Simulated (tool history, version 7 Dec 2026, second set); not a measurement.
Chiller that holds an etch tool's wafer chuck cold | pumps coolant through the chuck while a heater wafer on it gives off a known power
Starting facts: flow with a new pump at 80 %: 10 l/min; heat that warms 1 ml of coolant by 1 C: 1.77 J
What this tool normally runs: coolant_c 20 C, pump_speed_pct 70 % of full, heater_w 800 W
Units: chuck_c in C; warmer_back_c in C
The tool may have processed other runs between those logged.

run	day	coolant_c	pump_speed_pct	heater_w	chuck_c	warmer_back_c
1	0	20	70	800	31.3	3.29
2	6.558	20	70	800	31.3	3.27
3	11.467	20	70	800	31.4	3.28
4	18.267	20	70	404	26.1	1.66
5	23.512	20	70	404	26.2	1.64
6	28.112	20	70	404	26	1.66
# day 32.612: coolant changed, channels flushed
7	32.746	15	70	404	20.1	1.71
8	38.758	15	70	404	20.1	1.7
9	45.054	20	70	800	29.8	3.28
10	48.725	20	70	800	30.1	3.36
11	54.983	20	96	800	28.4	2.48
12	59.421	20	70	800	30.2	3.32
13	64.717	20	70	800	30	3.41
14	69.808	21	70	800	31.3	3.34
15	72.946	21	95	458	26.1	1.38
16	76.154	15	67	543	22.2	2.37
# day 76.712: coolant pump overhauled
17	82.171	20	81	676	28.4	2.51
18	88.275	17	68	518	24.1	2.28
19	95.133	17	68	433	23.1	1.93
# day 96.362: coolant pump overhauled, once more
20	100.317	10	74	444	15.5	1.61
21	104.396	10	73	428	15.2	1.58
22	108.246	19	83	1078	31	3.55
23	112.508	10	70	494	16.2	1.94
# day 115.175: chiller's thermometer calibrated
24	116.462	10	70	494	16.1	1.94
25	123.142	29	73	800	38.4	2.99

Consider 5 possible next runs. They are alternatives, not a sequence: every one starts from the tool as it was left by run 25. What does each give?
A	126.667	25	66	800	?	?
B	126.667	15	61	1082	?	?
C	126.667	29	70	800	?	?
D	126.667	29	73	830	?	?
E	126.667	17	94	800	?	?

run	chuck_c	warmer_back_c
A	34.8	3.29
B	29	4.82
C	38.8	3.13
D	38.8	3.14
E	25.1	2.35
Take away the tool's hidden state, keep each run's random variation, and the runs would have read:
run	chuck_c	warmer_back_c
A	34.3	3.26
B	28.4	4.78
C	38.4	3.1
D	38.4	3.11
E	24.8	2.33
